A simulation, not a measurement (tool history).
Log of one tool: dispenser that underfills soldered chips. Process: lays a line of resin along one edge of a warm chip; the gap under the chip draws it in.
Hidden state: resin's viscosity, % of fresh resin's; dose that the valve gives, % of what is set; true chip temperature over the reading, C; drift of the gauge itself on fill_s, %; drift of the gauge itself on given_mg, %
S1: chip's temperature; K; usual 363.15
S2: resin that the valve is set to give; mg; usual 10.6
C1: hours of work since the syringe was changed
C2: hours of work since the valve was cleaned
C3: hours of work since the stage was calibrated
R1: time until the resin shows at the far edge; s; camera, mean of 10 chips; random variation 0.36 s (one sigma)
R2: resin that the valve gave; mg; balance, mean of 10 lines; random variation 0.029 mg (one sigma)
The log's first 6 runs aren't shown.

Run 7, hour 55.7: usual settings but S1 352.15 K; C1 4; C2 26; C3 97. Result: R1 42.5 s, R2 10.52 mg.
Run 8, hour 62.2: usual settings; C1 8; C2 30; C3 101. Result: R1 30.3 s, R2 10.45 mg.
At hour 64.4: new syringe of resin.
Run 9, hour 74.9: usual settings but S2 12.5 mg; C1 7; C2 38; C3 109. Result: R1 28.6 s, R2 12.33 mg.
At hour 79.0: new syringe of resin.
Run 10, hour 86.8: usual settings; C1 5; C2 46; C3 116. Result: R1 26.1 s, R2 10.45 mg.
At hour 93.5: new syringe of resin.
Run 11, hour 95.5: usual settings; C1 1; C2 51; C3 121. Result: R1 21.7 s, R2 10.44 mg.
At hour 107.4: new syringe of resin.
Run 12, hour 107.4: usual settings; C1 0; C2 58; C3 129. Result: R1 20.0 s, R2 10.42 mg.
Run 13, hour 116.5: usual settings; C1 6; C2 64; C3 134. Result: R1 26.7 s, R2 10.37 mg.
At hour 121.7: new syringe of resin.
Run 14, hour 124.0: usual settings but S2 12.2 mg; C1 2; C2 69; C3 139. Result: R1 21.8 s, R2 11.95 mg.
Run 15, hour 129.8: usual settings but S2 12.2 mg; C1 5; C2 72; C3 143. Result: R1 25.7 s, R2 11.94 mg.
At hour 135.8: new syringe of resin.
Run 16, hour 142.1: usual settings but S1 360.15 K; C1 4; C2 80; C3 150. Result: R1 28.8 s, R2 10.32 mg.
At hour 149.1: dispensing valve cleaned and set on the balance.
At hour 151.0: new syringe of resin.
Run 17, hour 155.9: usual settings but S1 368.15 K; C1 3; C2 4; C3 158. Result: R1 18.7 s, R2 10.53 mg.
At hour 164.7: new syringe of resin.
Run 18, hour 168.5: usual settings but S1 368.15 K; C1 2; C2 12; C3 166. Result: R1 19.0 s, R2 10.56 mg.
At hour 178.9: new syringe of resin.
Run 19, hour 181.1: usual settings but S1 370.15 K, S2 9.3 mg; C1 1; C2 20; C3 174. Result: R1 16.6 s, R2 9.23 mg.
Run 20, hour 189.3: usual settings but S2 9.3 mg; C1 7; C2 25; C3 179. Result: R1 30.5 s, R2 9.17 mg.
At hour 193.6: new syringe of resin.
Run 21, hour 199.6: usual settings but S1 372.15 K, S2 12.7 mg; C1 4; C2 31; C3 185. Result: R1 16.5 s, R2 12.54 mg.
At hour 207.7: new syringe of resin.
Run 22, hour 210.1: usual settings but S1 372.15 K, S2 12.7 mg; C1 2; C2 38; C3 192. Result: R1 14.2 s, R2 12.55 mg.
Run 23, hour 220.7: usual settings but S2 11.0 mg; C1 8; C2 45; C3 199. Result: R1 32.1 s, R2 10.83 mg.
At hour 221.6: new syringe of resin.
Run 24, hour 229.5: usual settings but S1 372.15 K, S2 11.2 mg; C1 5; C2 50; C3 204. Result: R1 17.3 s, R2 11.00 mg.
At hour 236.3: new syringe of resin.
Run 25, hour 238.4: usual settings but S1 377.15 K, S2 11.7 mg; C1 1; C2 55; C3 210. Result: R1 10.7 s, R2 11.47 mg.
Run 26, hour 248.0: usual settings but S1 360.15 K, S2 12.8 mg; C1 7; C2 61; C3 216. Result: R1 33.9 s, R2 12.50 mg.
At hour 250.1: new syringe of resin.
Run 27, hour 257.2: usual settings but S1 371.15 K, S2 10.3 mg; C1 4; C2 67; C3 221. Result: R1 17.8 s, R2 10.07 mg.

Forecast run 28:
Run 28, hour 263.1: usual settings but S1 374.15 K, S2 9.4 mg; C1 8; C2 71; C3 225. Result: R1 ?, R2 ?.

R1: 20.0 s
R2: 9.19 mg
Without the tool's hidden state the same run would have given R1 12.1 s, R2 9.41 mg.

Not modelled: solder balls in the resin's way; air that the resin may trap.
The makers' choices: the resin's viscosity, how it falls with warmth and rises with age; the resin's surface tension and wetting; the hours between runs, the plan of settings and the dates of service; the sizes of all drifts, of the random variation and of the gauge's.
